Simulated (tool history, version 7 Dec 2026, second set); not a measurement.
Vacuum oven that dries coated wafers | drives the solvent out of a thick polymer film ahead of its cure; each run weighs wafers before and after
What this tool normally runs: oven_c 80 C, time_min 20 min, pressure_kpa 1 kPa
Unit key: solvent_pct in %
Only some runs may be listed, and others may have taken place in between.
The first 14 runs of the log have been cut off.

| run | hour | oven_c | time_min | pressure_kpa | solvent_pct |
|---|---|---|---|---|---|
| 15 | 476.3 | 80 | 20 | 1 | 5 |
| 16 | 505.4 | 80 | 20 | 1 | 4.97 |
| 17 | 547.5 | 80 | 20 | 1 | 4.95 |
|  | 563.2 | oven's thermocouples calibrated |
| 18 | 580.5 | 80 | 20 | 1 | 4.76 |
| 19 | 624 | 80 | 20 | 1 | 4.83 |
| 20 | 646.4 | 80 | 20 | 1 | 4.79 |
| 21 | 676.3 | 80 | 20 | 1 | 4.83 |
| 22 | 712.9 | 80 | 20 | 1 | 4.82 |
| 23 | 740.5 | 80 | 20 | 1 | 4.72 |
| 24 | 768.8 | 80 | 20 | 1 | 4.79 |
| 25 | 796.2 | 71 | 28 | 0.51 | 5.04 |

Run 26 comes next. What will it give?
| 26 | 833.3 | 71 | 12 | 2.23 | ? |

{"run 26": {"solvent_pct": 10.95}}
The same run, on a tool lacking any hidden state, would have yielded solvent_pct 10.8 %.
